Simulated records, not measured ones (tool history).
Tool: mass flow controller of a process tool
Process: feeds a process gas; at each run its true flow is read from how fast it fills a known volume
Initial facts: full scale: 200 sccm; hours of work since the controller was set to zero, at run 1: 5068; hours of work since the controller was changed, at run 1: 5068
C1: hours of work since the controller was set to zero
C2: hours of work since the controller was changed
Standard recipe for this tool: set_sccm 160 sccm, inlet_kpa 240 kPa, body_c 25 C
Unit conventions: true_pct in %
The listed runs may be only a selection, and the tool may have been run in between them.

Run 1, hour 0.0: usual settings; C1 5068; C2 5068. Result: true_pct 94.59 %.
Run 2, hour 219.0: usual settings; C1 5179; C2 5179. Result: true_pct 94.42 %.
Run 3, hour 538.9: usual settings; C1 5342; C2 5342. Result: true_pct 94.29 %.
Run 4, hour 799.1: usual settings; C1 5474; C2 5474. Result: true_pct 94.29 %.
At hour 933.7: controller exchanged for a calibrated one.
Run 5, hour 1087.3: usual settings but set_sccm 40 sccm; C1 78; C2 78. Result: true_pct 97.96 %.
Run 6, hour 1374.7: usual settings; C1 224; C2 224. Result: true_pct 99.13 %.
Run 7, hour 1689.5: usual settings; C1 384; C2 384. Result: true_pct 99.00 %.
Run 8, hour 2017.7: usual settings; C1 551; C2 551. Result: true_pct 98.72 %.
Run 9, hour 2231.6: usual settings; C1 660; C2 660. Result: true_pct 98.57 %.
Run 10, hour 2524.1: usual settings; C1 809; C2 809. Result: true_pct 98.37 %.
Run 11, hour 2837.9: usual settings; C1 969; C2 969. Result: true_pct 98.49 %.
Run 12, hour 3052.5: usual settings but set_sccm 57 sccm; C1 1078; C2 1078. Result: true_pct 96.88 %.
Run 13, hour 3318.9: usual settings but set_sccm 57 sccm; C1 1213; C2 1213. Result: true_pct 96.77 %.
Run 14, hour 3599.9: usual settings but set_sccm 26 sccm, inlet_kpa 199 kPa, body_c 32 C; C1 1356; C2 1356. Result: true_pct 94.88 %.
Run 15, hour 3797.4: usual settings but set_sccm 26 sccm, inlet_kpa 199 kPa, body_c 32 C; C1 1457; C2 1457. Result: true_pct 94.73 %.
At hour 3829.2: controller's zero set anew.
Run 16, hour 4020.5: usual settings but set_sccm 26 sccm, inlet_kpa 199 kPa, body_c 32 C; C1 97; C2 1570. Result: true_pct 93.98 %.
Run 17, hour 4294.4: usual settings but set_sccm 26 sccm, inlet_kpa 245 kPa, body_c 33 C; C1 237; C2 1709. Result: true_pct 93.34 %.
Run 18, hour 4577.0: usual settings but set_sccm 161 sccm, inlet_kpa 245 kPa, body_c 23 C; C1 380; C2 1853. Result: true_pct 97.61 %.
Run 19, hour 4744.4: usual settings but set_sccm 161 sccm, inlet_kpa 245 kPa, body_c 23 C; C1 466; C2 1938. Result: true_pct 97.63 %.
At hour 4971.2: controller's zero set anew, once more.
Run 20, hour 5035.1: usual settings but set_sccm 101 sccm, inlet_kpa 245 kPa, body_c 21 C; C1 33; C2 2086. Result: true_pct 97.52 %.
Run 21, hour 5255.6: usual settings but set_sccm 101 sccm, inlet_kpa 245 kPa, body_c 21 C; C1 145; C2 2198. Result: true_pct 97.30 %.
Run 22, hour 5563.7: usual settings but set_sccm 101 sccm, inlet_kpa 224 kPa, body_c 20 C; C1 301; C2 2355. Result: true_pct 97.41 %.
Run 23, hour 5872.6: usual settings but set_sccm 52 sccm; C1 458; C2 2512. Result: true_pct 96.24 %.
Run 24, hour 6057.8: usual settings but inlet_kpa 170 kPa; C1 553; C2 2606. Result: true_pct 97.76 %.

What if the next run were any one of these 3? Each begins from the tool's condition after run 24:
Run A, hour 6351.4: usual settings but set_sccm 183 sccm, inlet_kpa 170 kPa, body_c 23 C; C1 702; C2 2755. Result: true_pct ?.
Run B, hour 6351.4: usual settings but inlet_kpa 176 kPa; C1 702; C2 2755. Result: true_pct ?.
Run C, hour 6351.4: usual settings but set_sccm 112 sccm, inlet_kpa 173 kPa, body_c 26 C; C1 702; C2 2755. Result: true_pct ?.

run  true_pct
  A     98.09
  B     97.53
  C     96.92
With no hidden state in the tool, these same runs would have given:
run  true_pct
  A    100.23
  B     99.69
  C     99.14

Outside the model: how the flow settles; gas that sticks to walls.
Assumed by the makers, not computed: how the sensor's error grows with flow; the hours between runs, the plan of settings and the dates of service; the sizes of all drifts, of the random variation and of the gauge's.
